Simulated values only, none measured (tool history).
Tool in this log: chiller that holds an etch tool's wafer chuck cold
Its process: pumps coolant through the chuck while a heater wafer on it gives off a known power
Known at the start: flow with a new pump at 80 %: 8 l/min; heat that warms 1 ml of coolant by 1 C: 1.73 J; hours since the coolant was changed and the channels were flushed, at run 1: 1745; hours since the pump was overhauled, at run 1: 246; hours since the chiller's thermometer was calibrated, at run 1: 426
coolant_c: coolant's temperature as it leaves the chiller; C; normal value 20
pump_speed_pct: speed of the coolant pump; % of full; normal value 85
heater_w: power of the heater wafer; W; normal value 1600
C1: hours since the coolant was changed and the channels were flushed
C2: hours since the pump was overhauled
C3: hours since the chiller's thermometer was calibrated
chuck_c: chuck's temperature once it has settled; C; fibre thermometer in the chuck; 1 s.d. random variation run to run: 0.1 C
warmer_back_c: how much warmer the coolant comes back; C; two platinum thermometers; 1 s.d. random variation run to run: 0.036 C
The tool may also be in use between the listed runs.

{"run": 1, "hour": 0.0, "coolant_c": 20, "pump_speed_pct": 85, "heater_w": 1600, "C1": 1745, "C2": 246, "C3": 426, "chuck_c": 31.8, "warmer_back_c": 6.59}
{"run": 2, "hour": 38.5, "coolant_c": 20, "pump_speed_pct": 85, "heater_w": 1600, "C1": 1783, "C2": 285, "C3": 464, "chuck_c": 31.7, "warmer_back_c": 6.49}
{"run": 3, "hour": 79.1, "coolant_c": 20, "pump_speed_pct": 85, "heater_w": 1600, "C1": 1824, "C2": 325, "C3": 505, "chuck_c": 31.6, "warmer_back_c": 6.57}
{"run": 4, "hour": 125.4, "coolant_c": 20, "pump_speed_pct": 85, "heater_w": 1600, "C1": 1870, "C2": 371, "C3": 551, "chuck_c": 32, "warmer_back_c": 6.58}
{"run": 5, "hour": 159.3, "coolant_c": 20, "pump_speed_pct": 85, "heater_w": 1600, "C1": 1904, "C2": 405, "C3": 585, "chuck_c": 31.7, "warmer_back_c": 6.63}
{"run": 6, "hour": 193.6, "coolant_c": 20, "pump_speed_pct": 85, "heater_w": 1544, "C1": 1938, "C2": 440, "C3": 619, "chuck_c": 31.3, "warmer_back_c": 6.41}
{"run": 7, "hour": 237.1, "coolant_c": 20, "pump_speed_pct": 85, "heater_w": 1544, "C1": 1982, "C2": 483, "C3": 663, "chuck_c": 31.3, "warmer_back_c": 6.32}
{"run": 8, "hour": 294.2, "coolant_c": 20, "pump_speed_pct": 85, "heater_w": 1353, "C1": 2039, "C2": 540, "C3": 720, "chuck_c": 30.2, "warmer_back_c": 5.53}
{"hour": 302.3, "done": "coolant pump overhauled"}
{"run": 9, "hour": 331.1, "coolant_c": 20, "pump_speed_pct": 85, "heater_w": 1353, "C1": 2071, "C2": 29, "C3": 752, "chuck_c": 30.1, "warmer_back_c": 5.61}
{"run": 10, "hour": 362.2, "coolant_c": 20, "pump_speed_pct": 85, "heater_w": 1157, "C1": 2102, "C2": 60, "C3": 783, "chuck_c": 28.4, "warmer_back_c": 4.85}
{"run": 11, "hour": 410.1, "coolant_c": 12, "pump_speed_pct": 85, "heater_w": 1600, "C1": 2150, "C2": 108, "C3": 831, "chuck_c": 24, "warmer_back_c": 6.62}
{"run": 12, "hour": 452.9, "coolant_c": 12, "pump_speed_pct": 85, "heater_w": 1600, "C1": 2193, "C2": 151, "C3": 874, "chuck_c": 23.9, "warmer_back_c": 6.69}
{"hour": 466.6, "done": "coolant pump overhauled, once more"}
{"run": 13, "hour": 489.1, "coolant_c": 12, "pump_speed_pct": 85, "heater_w": 1600, "C1": 2224, "C2": 22, "C3": 905, "chuck_c": 23.8, "warmer_back_c": 6.61}
{"run": 14, "hour": 530.8, "coolant_c": 12, "pump_speed_pct": 85, "heater_w": 1600, "C1": 2265, "C2": 64, "C3": 947, "chuck_c": 23.9, "warmer_back_c": 6.64}
{"run": 15, "hour": 565.7, "coolant_c": 23, "pump_speed_pct": 90, "heater_w": 1600, "C1": 2300, "C2": 99, "C3": 981, "chuck_c": 34.3, "warmer_back_c": 6.18}
{"run": 16, "hour": 620.6, "coolant_c": 12, "pump_speed_pct": 73, "heater_w": 1600, "C1": 2355, "C2": 154, "C3": 1036, "chuck_c": 25.7, "warmer_back_c": 7.73}
{"run": 17, "hour": 679.3, "coolant_c": 12, "pump_speed_pct": 73, "heater_w": 830, "C1": 2414, "C2": 213, "C3": 1095, "chuck_c": 19.1, "warmer_back_c": 4}
{"run": 18, "hour": 705.4, "coolant_c": 25, "pump_speed_pct": 77, "heater_w": 2391, "C1": 2440, "C2": 239, "C3": 1121, "chuck_c": 44.4, "warmer_back_c": 10.87}
{"run": 19, "hour": 753.5, "coolant_c": 25, "pump_speed_pct": 77, "heater_w": 2391, "C1": 2488, "C2": 287, "C3": 1169, "chuck_c": 44.5, "warmer_back_c": 10.84}
{"run": 20, "hour": 784.1, "coolant_c": 11, "pump_speed_pct": 85, "heater_w": 1840, "C1": 2519, "C2": 317, "C3": 1200, "chuck_c": 24.9, "warmer_back_c": 7.53}
{"run": 21, "hour": 841.5, "coolant_c": 11, "pump_speed_pct": 85, "heater_w": 1840, "C1": 2576, "C2": 375, "C3": 1257, "chuck_c": 24.7, "warmer_back_c": 7.59}
{"run": 22, "hour": 894.5, "coolant_c": 14, "pump_speed_pct": 75, "heater_w": 1600, "C1": 2629, "C2": 428, "C3": 1310, "chuck_c": 27.5, "warmer_back_c": 7.56}
{"run": 23, "hour": 932.5, "coolant_c": 21, "pump_speed_pct": 75, "heater_w": 869, "C1": 2667, "C2": 466, "C3": 1348, "chuck_c": 28.4, "warmer_back_c": 4.15}
{"run": 24, "hour": 977.2, "coolant_c": 14, "pump_speed_pct": 75, "heater_w": 869, "C1": 2712, "C2": 511, "C3": 1393, "chuck_c": 21.5, "warmer_back_c": 4.04}
{"run": 25, "hour": 1033.0, "coolant_c": 24, "pump_speed_pct": 94, "heater_w": 1110, "C1": 2768, "C2": 566, "C3": 1449, "chuck_c": 31.7, "warmer_back_c": 4.17}
{"run": 26, "hour": 1057.8, "coolant_c": 11, "pump_speed_pct": 92, "heater_w": 1506, "C1": 2792, "C2": 591, "C3": 1474, "chuck_c": 21.6, "warmer_back_c": 5.81}

Forecast each of these 3 alternatives for the next run:
{"run": "A", "hour": 1108.8, "coolant_c": 29, "pump_speed_pct": 92, "heater_w": 1381, "C1": 2844, "C2": 642, "C3": 1525, "chuck_c": "?", "warmer_back_c": "?"}
{"run": "B", "hour": 1108.8, "coolant_c": 27, "pump_speed_pct": 66, "heater_w": 1506, "C1": 2844, "C2": 642, "C3": 1525, "chuck_c": "?", "warmer_back_c": "?"}
{"run": "C", "hour": 1108.8, "coolant_c": 20, "pump_speed_pct": 69, "heater_w": 819, "C1": 2844, "C2": 642, "C3": 1525, "chuck_c": "?", "warmer_back_c": "?"}

run=A chuck_c=38.8 warmer_back_c=5.24
run=B chuck_c=41.5 warmer_back_c=8.19
run=C chuck_c=27.6 warmer_back_c=4.24
With no hidden state in the tool, these same runs would have given:
run=A chuck_c=38.1 warmer_back_c=5.13
run=B chuck_c=40.6 warmer_back_c=8.02
run=C chuck_c=27 warmer_back_c=4.15
